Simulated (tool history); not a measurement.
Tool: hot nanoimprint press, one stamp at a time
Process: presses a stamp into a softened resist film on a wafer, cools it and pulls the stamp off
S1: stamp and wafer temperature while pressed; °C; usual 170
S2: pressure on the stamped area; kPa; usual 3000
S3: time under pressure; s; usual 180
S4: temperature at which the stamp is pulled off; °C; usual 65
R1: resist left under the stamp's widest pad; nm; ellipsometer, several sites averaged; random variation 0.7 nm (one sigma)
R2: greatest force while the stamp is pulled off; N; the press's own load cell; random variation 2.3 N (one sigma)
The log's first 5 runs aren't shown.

run	hour	S1	S2	S3	S4	R1	R2
6	223.2	170	3000	180	58	219.6	198
7	248.9	170	3000	180	65	219.1	169
8	274.3	170	2830	180	65	224.7	176
9	308.2	170	2830	290	65	188.8	174
10	368.5	170	4130	180	65	192.4	183
11	423.2	170	4130	180	65	191.9	191
12	460.4	170	4130	180	65	190.4	205
13	497.5	170	4130	180	65	190.9	204
14	532.7	170	2320	180	65	235	215
# hour 562.7: stamp cleaned and given a new release coat
15	585	170	2320	180	65	233.9	102
16	623.7	170	2320	180	65	233.4	108
17	661.9	170	3000	180	72	213	91
18	688.8	174	2890	352	63	144.1	120
19	745.8	170	2060	180	58	240.4	138
20	785.8	170	2060	180	58	241.5	144
21	824.8	170	3000	351	66	163.1	122
22	856.6	164	2090	159	65	289.2	133
# hour 862.2: plate thermocouple calibrated
23	918.1	161	2310	283	64	286	155
24	948.8	161	2310	283	64	284.6	154
25	992.4	161	2310	283	64	284.7	160
26	1040	170	2480	295	58	205.1	190
27	1091.7	181	2000	252	70	162.6	144
28	1149.6	181	2890	252	73	137.2	140
29	1198.9	162	4580	180	70	256	161
30	1231.9	170	3780	180	66	207.5	187

3 ways to go on from here, each from the tool as it stands after run 30. What would each give?
A	1272	170	4310	106	72	?	?
B	1272	168	2860	180	64	?	?
C	1272	180	4220	180	65	?	?

run	R1	R2
A	235.9	161
B	241.3	200
C	138.9	196
Without the tool's hidden state the same runs would have given:
run	R1	R2
A	237	87
B	245.3	107
C	139	105
